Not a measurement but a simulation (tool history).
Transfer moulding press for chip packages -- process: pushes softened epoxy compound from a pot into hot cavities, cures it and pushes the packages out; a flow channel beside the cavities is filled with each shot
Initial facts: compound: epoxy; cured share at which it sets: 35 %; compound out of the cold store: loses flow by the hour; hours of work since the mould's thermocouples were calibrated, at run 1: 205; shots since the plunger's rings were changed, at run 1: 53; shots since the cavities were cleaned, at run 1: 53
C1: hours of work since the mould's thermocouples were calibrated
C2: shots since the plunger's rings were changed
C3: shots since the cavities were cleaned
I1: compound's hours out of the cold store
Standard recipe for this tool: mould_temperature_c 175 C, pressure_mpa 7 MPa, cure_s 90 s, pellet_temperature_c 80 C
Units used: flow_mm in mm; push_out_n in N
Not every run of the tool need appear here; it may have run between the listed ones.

{"run": 1, "hour": 0.0, "mould_temperature_c": 175, "pressure_mpa": 7, "cure_s": 90, "pellet_temperature_c": 80, "C1": 205, "C2": 53, "C3": 53, "I1": 47.6, "flow_mm": 906, "push_out_n": 316}
{"run": 2, "hour": 10.1, "mould_temperature_c": 175, "pressure_mpa": 6.61, "cure_s": 90, "pellet_temperature_c": 80, "C1": 210, "C2": 158, "C3": 158, "I1": 9, "flow_mm": 976, "push_out_n": 328}
{"run": 3, "hour": 21.1, "mould_temperature_c": 175, "pressure_mpa": 6.61, "cure_s": 90, "pellet_temperature_c": 80, "C1": 216, "C2": 272, "C3": 272, "I1": 30.9, "flow_mm": 912, "push_out_n": 337}
{"run": 4, "hour": 27.5, "mould_temperature_c": 175, "pressure_mpa": 6.61, "cure_s": 90, "pellet_temperature_c": 80, "C1": 219, "C2": 339, "C3": 339, "I1": 42.1, "flow_mm": 892, "push_out_n": 314}
{"run": 5, "hour": 35.9, "mould_temperature_c": 182, "pressure_mpa": 7, "cure_s": 90, "pellet_temperature_c": 80, "C1": 223, "C2": 426, "C3": 426, "I1": 18.7, "flow_mm": 968, "push_out_n": 249}
{"run": 6, "hour": 46.1, "mould_temperature_c": 182, "pressure_mpa": 7, "cure_s": 90, "pellet_temperature_c": 80, "C1": 229, "C2": 533, "C3": 533, "I1": 39.6, "flow_mm": 910, "push_out_n": 257}
{"run": 7, "hour": 52.5, "mould_temperature_c": 175, "pressure_mpa": 7, "cure_s": 104, "pellet_temperature_c": 80, "C1": 232, "C2": 599, "C3": 599, "I1": 33.4, "flow_mm": 944, "push_out_n": 273}
{"run": 8, "hour": 59.2, "mould_temperature_c": 171, "pressure_mpa": 7, "cure_s": 90, "pellet_temperature_c": 80, "C1": 235, "C2": 669, "C3": 669, "I1": 46.3, "flow_mm": 931, "push_out_n": 405}
{"hour": 70.1, "done": "cavities cleaned with cleaning compound and waxed"}
{"run": 9, "hour": 70.4, "mould_temperature_c": 175, "pressure_mpa": 7, "cure_s": 90, "pellet_temperature_c": 80, "C1": 240, "C2": 769, "C3": 3, "I1": 13, "flow_mm": 995, "push_out_n": 331}
{"run": 10, "hour": 79.3, "mould_temperature_c": 175, "pressure_mpa": 7, "cure_s": 90, "pellet_temperature_c": 80, "C1": 245, "C2": 862, "C3": 96, "I1": 18.9, "flow_mm": 982, "push_out_n": 312}
{"run": 11, "hour": 90.5, "mould_temperature_c": 175, "pressure_mpa": 7, "cure_s": 90, "pellet_temperature_c": 80, "C1": 250, "C2": 979, "C3": 213, "I1": 30.2, "flow_mm": 953, "push_out_n": 320}
{"run": 12, "hour": 98.0, "mould_temperature_c": 175, "pressure_mpa": 7, "cure_s": 90, "pellet_temperature_c": 80, "C1": 254, "C2": 1057, "C3": 291, "I1": 27.1, "flow_mm": 963, "push_out_n": 324}
{"run": 13, "hour": 108.0, "mould_temperature_c": 175, "pressure_mpa": 7, "cure_s": 90, "pellet_temperature_c": 80, "C1": 259, "C2": 1161, "C3": 395, "I1": 37.9, "flow_mm": 937, "push_out_n": 320}
{"run": 14, "hour": 114.2, "mould_temperature_c": 175, "pressure_mpa": 7, "cure_s": 90, "pellet_temperature_c": 80, "C1": 262, "C2": 1225, "C3": 459, "I1": 13.8, "flow_mm": 993, "push_out_n": 351}
{"run": 15, "hour": 120.5, "mould_temperature_c": 168, "pressure_mpa": 7, "cure_s": 90, "pellet_temperature_c": 80, "C1": 266, "C2": 1290, "C3": 524, "I1": 29.8, "flow_mm": 970, "push_out_n": 501}
{"run": 16, "hour": 130.9, "mould_temperature_c": 175, "pressure_mpa": 7.41, "cure_s": 90, "pellet_temperature_c": 86, "C1": 271, "C2": 1399, "C3": 633, "I1": 14.4, "flow_mm": 1022, "push_out_n": 323}
{"run": 17, "hour": 141.9, "mould_temperature_c": 168, "pressure_mpa": 8.28, "cure_s": 104, "pellet_temperature_c": 88, "C1": 277, "C2": 1513, "C3": 747, "I1": 8.4, "flow_mm": 1112, "push_out_n": 378}
{"hour": 145.4, "done": "cavities cleaned with cleaning compound and waxed"}
{"run": 18, "hour": 151.0, "mould_temperature_c": 175, "pressure_mpa": 5.74, "cure_s": 90, "pellet_temperature_c": 80, "C1": 280, "C2": 1592, "C3": 58, "I1": 47.7, "flow_mm": 826, "push_out_n": 318}
{"run": 19, "hour": 155.9, "mould_temperature_c": 175, "pressure_mpa": 5.74, "cure_s": 90, "pellet_temperature_c": 80, "C1": 283, "C2": 1643, "C3": 109, "I1": 45, "flow_mm": 828, "push_out_n": 310}
{"run": 20, "hour": 164.6, "mould_temperature_c": 175, "pressure_mpa": 5.74, "cure_s": 90, "pellet_temperature_c": 80, "C1": 287, "C2": 1734, "C3": 200, "I1": 38.6, "flow_mm": 843, "push_out_n": 316}
{"run": 21, "hour": 171.0, "mould_temperature_c": 175, "pressure_mpa": 5.63, "cure_s": 90, "pellet_temperature_c": 80, "C1": 291, "C2": 1800, "C3": 266, "I1": 14.6, "flow_mm": 885, "push_out_n": 327}
{"run": 22, "hour": 176.4, "mould_temperature_c": 175, "pressure_mpa": 5.63, "cure_s": 90, "pellet_temperature_c": 80, "C1": 293, "C2": 1856, "C3": 322, "I1": 43.5, "flow_mm": 821, "push_out_n": 312}
{"run": 23, "hour": 184.0, "mould_temperature_c": 174, "pressure_mpa": 6.5, "cure_s": 90, "pellet_temperature_c": 80, "C1": 297, "C2": 1935, "C3": 401, "I1": 21.5, "flow_mm": 944, "push_out_n": 338}
{"run": 24, "hour": 194.0, "mould_temperature_c": 175, "pressure_mpa": 6.18, "cure_s": 90, "pellet_temperature_c": 80, "C1": 302, "C2": 2040, "C3": 506, "I1": 18.7, "flow_mm": 924, "push_out_n": 326}
{"run": 25, "hour": 201.5, "mould_temperature_c": 169, "pressure_mpa": 6.18, "cure_s": 112, "pellet_temperature_c": 80, "C1": 306, "C2": 2118, "C3": 584, "I1": 21.1, "flow_mm": 933, "push_out_n": 311}
{"run": 26, "hour": 206.6, "mould_temperature_c": 173, "pressure_mpa": 7, "cure_s": 90, "pellet_temperature_c": 88, "C1": 309, "C2": 2170, "C3": 636, "I1": 11.1, "flow_mm": 1003, "push_out_n": 358}
{"run": 27, "hour": 214.6, "mould_temperature_c": 175, "pressure_mpa": 7, "cure_s": 73, "pellet_temperature_c": 83, "C1": 313, "C2": 2254, "C3": 720, "I1": 23.4, "flow_mm": 963, "push_out_n": 520}
{"hour": 221.0, "done": "cavities cleaned with cleaning compound and waxed"}
{"run": 28, "hour": 221.9, "mould_temperature_c": 169, "pressure_mpa": 7, "cure_s": 122, "pellet_temperature_c": 80, "C1": 316, "C2": 2314, "C3": 9, "I1": 13.4, "flow_mm": 1013, "push_out_n": 279}
{"run": 29, "hour": 227.2, "mould_temperature_c": 169, "pressure_mpa": 7, "cure_s": 122, "pellet_temperature_c": 80, "C1": 318, "C2": 2369, "C3": 64, "I1": 17.5, "flow_mm": 997, "push_out_n": 279}
{"run": 30, "hour": 236.7, "mould_temperature_c": 175, "pressure_mpa": 7, "cure_s": 87, "pellet_temperature_c": 73, "C1": 323, "C2": 2468, "C3": 163, "I1": 17.3, "flow_mm": 987, "push_out_n": 358}

Table of differences, measured result less the result of that run with no hidden state. Run-to-run variation is the same in both. Gauge scatter possibly is not:
Hidden conditions of the tool in this case: true mould temperature over the reading, C; pressure that reaches the compound, % of what is set; grip of the stained cavities, % over clean ones'; drift of the gauge itself on flow_mm, %; drift of the gauge itself on push_out_n, %.
run=1 push_out_n=+0
run=2 push_out_n=+1
run=3 push_out_n=+2
run=4 push_out_n=+3
run=5 push_out_n=+3
run=6 push_out_n=+3
run=7 push_out_n=+4
run=8 push_out_n=+6
run=9 push_out_n=+0
run=10 push_out_n=+0
run=11 push_out_n=+1
run=12 push_out_n=+3
run=13 push_out_n=+3
run=14 push_out_n=+3
run=15 push_out_n=+6
run=16 push_out_n=+4
run=17 push_out_n=+5
run=18 push_out_n=+1
run=19 push_out_n=+1
run=20 push_out_n=+2
run=21 push_out_n=+2
run=22 push_out_n=+2
run=23 push_out_n=+3
run=24 push_out_n=+4
run=25 push_out_n=+4
run=26 push_out_n=+5
run=27 push_out_n=+8
run=28 push_out_n=+0
run=29 push_out_n=+0
run=30 push_out_n=+2
flow_mm: within 1 mm of the measured result in every run.
